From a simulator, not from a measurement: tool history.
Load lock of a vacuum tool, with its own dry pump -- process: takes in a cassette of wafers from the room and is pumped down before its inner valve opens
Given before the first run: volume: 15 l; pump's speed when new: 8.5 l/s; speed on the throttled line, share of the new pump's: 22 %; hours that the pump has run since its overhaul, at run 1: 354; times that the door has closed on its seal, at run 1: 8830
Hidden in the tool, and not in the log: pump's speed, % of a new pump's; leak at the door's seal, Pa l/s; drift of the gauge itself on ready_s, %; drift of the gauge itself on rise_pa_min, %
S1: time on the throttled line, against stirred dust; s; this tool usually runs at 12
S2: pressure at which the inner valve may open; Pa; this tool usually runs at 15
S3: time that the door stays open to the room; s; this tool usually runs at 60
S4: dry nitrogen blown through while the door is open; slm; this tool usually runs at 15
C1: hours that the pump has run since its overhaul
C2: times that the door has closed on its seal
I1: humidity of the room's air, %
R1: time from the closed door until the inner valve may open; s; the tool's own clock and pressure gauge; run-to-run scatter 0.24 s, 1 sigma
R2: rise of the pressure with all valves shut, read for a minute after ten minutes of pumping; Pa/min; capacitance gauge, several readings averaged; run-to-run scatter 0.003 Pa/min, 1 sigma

run 1 hour=0.0 | S1=12 S2=15 S3=60 S4=15 | C1=354 C2=8830 | I1=44.3 | R1=24.7 R2=0.041
run 2 hour=91.8 | S1=12 S2=15 S3=60 S4=15 | C1=446 C2=9272 | I1=47.9 | R1=25.0 R2=0.044
run 3 hour=144.9 | S1=12 S2=15 S3=60 S4=15 | C1=499 C2=9527 | I1=44.8 | R1=24.6 R2=0.040
run 4 hour=185.4 | S1=12 S2=15 S3=60 S4=15 | C1=539 C2=9722 | I1=43.7 | R1=24.9 R2=0.041
run 5 hour=249.2 | S1=12 S2=15 S3=60 S4=15 | C1=603 C2=10029 | I1=46.8 | R1=25.6 R2=0.048
run 6 hour=329.0 | S1=12 S2=15 S3=60 S4=15 | C1=683 C2=10412 | I1=43.4 | R1=24.8 R2=0.041
run 7 hour=416.6 | S1=22 S2=10 S3=53 S4=7 | C1=771 C2=10834 | I1=46.7 | R1=33.6 R2=0.055
run 8 hour=500.6 | S1=22 S2=10 S3=53 S4=7 | C1=854 C2=11238 | I1=45.5 | R1=33.6 R2=0.053
run 9 hour=590.2 | S1=14 S2=10 S3=80 S4=7 | C1=944 C2=11669 | I1=44.1 | R1=27.3 R2=0.061
run 10 hour=640.9 | S1=14 S2=10 S3=80 S4=7 | C1=995 C2=11912 | I1=46.3 | R1=27.4 R2=0.069
run 11 hour=696.6 | S1=15 S2=30 S3=60 S4=8 | C1=1050 C2=12180 | I1=44.6 | R1=25.8 R2=0.057

5 options for the next run, each taken on its own from the tool as it stands now. Forecast them:
run A hour=747.1 | S1=12 S2=21 S3=118 S4=7 | C1=1101 C2=12423 | I1=44.0 | R1=? R2=?
run B hour=747.1 | S1=12 S2=15 S3=109 S4=7 | C1=1101 C2=12423 | I1=42.2 | R1=? R2=?
run C hour=747.1 | S1=15 S2=30 S3=29 S4=9 | C1=1101 C2=12423 | I1=41.8 | R1=? R2=?
run D hour=747.1 | S1=9 S2=16 S3=60 S4=15 | C1=1101 C2=12423 | I1=40.7 | R1=? R2=?
run E hour=747.1 | S1=6 S2=30 S3=100 S4=5 | C1=1101 C2=12423 | I1=44.8 | R1=? R2=?

run=A R1=24.2 R2=0.073
run=B R1=25.1 R2=0.066
run=C R1=26.1 R2=0.038
run=D R1=22.7 R2=0.042
run=E R1=19.3 R2=0.075
The same runs, with their run-to-run variation unchanged, on a tool lacking any hidden condition would have given:
run=A R1=24.2 R2=0.073
run=B R1=25.1 R2=0.066
run=C R1=26.1 R2=0.038
run=D R1=22.7 R2=0.041
run=E R1=19.3 R2=0.075
